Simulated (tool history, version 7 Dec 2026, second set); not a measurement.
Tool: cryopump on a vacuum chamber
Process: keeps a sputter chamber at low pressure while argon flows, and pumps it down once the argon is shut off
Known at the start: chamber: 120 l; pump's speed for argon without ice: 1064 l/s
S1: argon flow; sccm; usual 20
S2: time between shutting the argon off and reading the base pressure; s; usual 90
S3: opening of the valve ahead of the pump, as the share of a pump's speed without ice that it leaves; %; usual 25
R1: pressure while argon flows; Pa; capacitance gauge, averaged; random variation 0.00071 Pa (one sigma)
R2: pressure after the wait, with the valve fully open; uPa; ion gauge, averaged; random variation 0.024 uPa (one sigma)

run	hour	S1	S2	S3	R1	R2
1	0	20	90	25	0.1311	3.77
2	43.8	20	90	25	0.131	3.87
3	104.9	20	45	25	0.1308	4.56
4	160.2	20	45	25	0.1304	4.61
5	213.4	20	45	25	0.1314	4.69
6	289.2	20	45	25	0.131	4.83
7	366.4	11	70	21	0.0862	4.58
8	427.4	39	273	20	0.3185	4.08
9	486.1	12	97	25	0.0792	4.55
10	527.1	12	97	25	0.0793	4.65
11	585.2	13	73	16	0.1333	4.91

4 ways to go on from here, each from the tool as it stands after run 11. What would each give?
A	647.5	28	90	25	?	?
B	647.5	13	56	16	?	?
C	647.5	15	90	25	?	?
D	647.5	20	30	43	?	?

run	R1	R2
A	0.1853	4.93
B	0.1324	5.25
C	0.0986	4.73
D	0.0797	6.13
Without the tool's hidden state the same runs would have given:
run	R1	R2
A	0.1778	0.78
B	0.1289	1.19
C	0.0946	0.78
D	0.0743	1.99
